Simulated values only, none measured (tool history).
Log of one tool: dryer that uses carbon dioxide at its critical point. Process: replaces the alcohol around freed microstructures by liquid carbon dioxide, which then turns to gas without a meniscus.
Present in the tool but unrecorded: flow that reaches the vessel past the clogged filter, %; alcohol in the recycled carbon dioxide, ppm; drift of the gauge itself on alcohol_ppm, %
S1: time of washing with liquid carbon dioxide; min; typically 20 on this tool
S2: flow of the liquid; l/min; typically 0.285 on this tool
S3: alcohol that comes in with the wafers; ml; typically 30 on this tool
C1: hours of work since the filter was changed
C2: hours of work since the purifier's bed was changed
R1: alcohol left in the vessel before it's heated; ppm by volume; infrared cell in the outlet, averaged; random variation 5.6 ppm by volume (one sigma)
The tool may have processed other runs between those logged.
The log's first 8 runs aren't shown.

| run | hour | S1 | S2 | S3 | C1 | C2 | R1 |
|---|---|---|---|---|---|---|---|
| 9 | 61.2 | 28 | 0.285 | 30 | 271 | 187 | 48 |
| 10 | 66.2 | 28 | 0.285 | 30 | 273 | 189 | 59 |
| 11 | 76 | 28 | 0.285 | 30 | 277 | 194 | 48 |
| 12 | 86.6 | 28 | 0.285 | 30 | 281 | 198 | 60 |
| 13 | 96.2 | 28 | 0.285 | 30 | 285 | 202 | 57 |
| 14 | 106.9 | 28 | 0.285 | 30 | 290 | 206 | 57 |
| 15 | 113.1 | 20 | 0.285 | 30 | 292 | 209 | 253 |
| 16 | 123.1 | 22 | 0.335 | 35 | 296 | 213 | 88 |
| 17 | 133.5 | 27 | 0.208 | 30 | 301 | 217 | 293 |
| 18 | 144.2 | 20 | 0.222 | 30 | 305 | 222 | 736 |
| 19 | 150 | 20 | 0.222 | 30 | 307 | 224 | 733 |
| 20 | 156.5 | 17 | 0.468 | 98 | 310 | 227 | 132 |
| 21 | 163.7 | 15 | 0.383 | 57 | 313 | 230 | 432 |
| 22 | 168.9 | 19 | 0.194 | 30 | 315 | 232 | 1409 |
| 23 | 174.2 | 30 | 0.317 | 30 | 317 | 234 | 44 |
| 24 | 180.9 | 30 | 0.285 | 30 | 320 | 237 | 45 |
| 25 | 185.7 | 20 | 0.31 | 23 | 322 | 239 | 144 |
| 26 | 194.7 | 20 | 0.31 | 23 | 326 | 243 | 143 |
| 27 | 205.1 | 20 | 0.31 | 23 | 330 | 247 | 152 |
| 28 | 211.7 | 20 | 0.176 | 37 | 333 | 250 | 2006 |
| 29 | 216.6 | 26 | 0.199 | 78 | 335 | 252 | 1036 |

Run 30 is up next; what results do you expect?
| 30 | 222.7 | 26 | 0.199 | 78 | 337 | 254 | ? |

{"run 30": {"R1": 1037}}
The same run, on a tool lacking any hidden state, would have yielded R1 735 ppm by volume.
